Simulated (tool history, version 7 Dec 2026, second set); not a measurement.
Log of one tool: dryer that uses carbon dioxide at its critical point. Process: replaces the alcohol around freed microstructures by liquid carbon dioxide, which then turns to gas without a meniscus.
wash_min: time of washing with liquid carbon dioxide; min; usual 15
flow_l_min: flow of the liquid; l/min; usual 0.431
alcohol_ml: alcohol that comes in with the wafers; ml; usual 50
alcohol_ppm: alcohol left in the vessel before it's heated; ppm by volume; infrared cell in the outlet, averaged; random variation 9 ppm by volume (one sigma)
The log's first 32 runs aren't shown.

{"run": 33, "hour": 1603.8, "wash_min": 17, "flow_l_min": 0.357, "alcohol_ml": 33, "alcohol_ppm": 717}
{"run": 34, "hour": 1652.8, "wash_min": 20, "flow_l_min": 0.695, "alcohol_ml": 35, "alcohol_ppm": 212}
{"hour": 1715.9, "done": "purifier's bed changed"}
{"run": 35, "hour": 1724.4, "wash_min": 20, "flow_l_min": 0.695, "alcohol_ml": 22, "alcohol_ppm": 2}
{"run": 36, "hour": 1766.6, "wash_min": 11, "flow_l_min": 0.667, "alcohol_ml": 50, "alcohol_ppm": 358}
{"run": 37, "hour": 1820.8, "wash_min": 21, "flow_l_min": 0.431, "alcohol_ml": 50, "alcohol_ppm": 128}
{"run": 38, "hour": 1860.2, "wash_min": 15, "flow_l_min": 0.431, "alcohol_ml": 23, "alcohol_ppm": 337}
{"run": 39, "hour": 1921.1, "wash_min": 15, "flow_l_min": 0.431, "alcohol_ml": 23, "alcohol_ppm": 345}
{"hour": 1948.8, "done": "inlet filter changed"}
{"run": 40, "hour": 1974.3, "wash_min": 20, "flow_l_min": 0.394, "alcohol_ml": 50, "alcohol_ppm": 221}
{"run": 41, "hour": 2035.0, "wash_min": 20, "flow_l_min": 0.394, "alcohol_ml": 50, "alcohol_ppm": 228}
{"run": 42, "hour": 2096.2, "wash_min": 19, "flow_l_min": 0.526, "alcohol_ml": 28, "alcohol_ppm": 66}
{"run": 43, "hour": 2165.2, "wash_min": 19, "flow_l_min": 0.526, "alcohol_ml": 28, "alcohol_ppm": 71}
{"run": 44, "hour": 2209.0, "wash_min": 23, "flow_l_min": 0.411, "alcohol_ml": 28, "alcohol_ppm": 101}
{"run": 45, "hour": 2238.8, "wash_min": 22, "flow_l_min": 0.329, "alcohol_ml": 22, "alcohol_ppm": 217}
{"run": 46, "hour": 2303.4, "wash_min": 19, "flow_l_min": 0.562, "alcohol_ml": 26, "alcohol_ppm": 78}
{"run": 47, "hour": 2346.8, "wash_min": 16, "flow_l_min": 0.715, "alcohol_ml": 75, "alcohol_ppm": 103}
{"run": 48, "hour": 2401.8, "wash_min": 16, "flow_l_min": 0.715, "alcohol_ml": 75, "alcohol_ppm": 96}

Forecast each of these 3 alternatives for the next run:
{"run": "A", "hour": 2457.1, "wash_min": 21, "flow_l_min": 0.288, "alcohol_ml": 120, "alcohol_ppm": "?"}
{"run": "B", "hour": 2457.1, "wash_min": 23, "flow_l_min": 0.526, "alcohol_ml": 50, "alcohol_ppm": "?"}
{"run": "C", "hour": 2457.1, "wash_min": 14, "flow_l_min": 0.537, "alcohol_ml": 59, "alcohol_ppm": "?"}

run=A alcohol_ppm=2354
run=B alcohol_ppm=87
run=C alcohol_ppm=505
Without the tool's hidden state the same runs would have given:
run=A alcohol_ppm=1601
run=B alcohol_ppm=11
run=C alcohol_ppm=283

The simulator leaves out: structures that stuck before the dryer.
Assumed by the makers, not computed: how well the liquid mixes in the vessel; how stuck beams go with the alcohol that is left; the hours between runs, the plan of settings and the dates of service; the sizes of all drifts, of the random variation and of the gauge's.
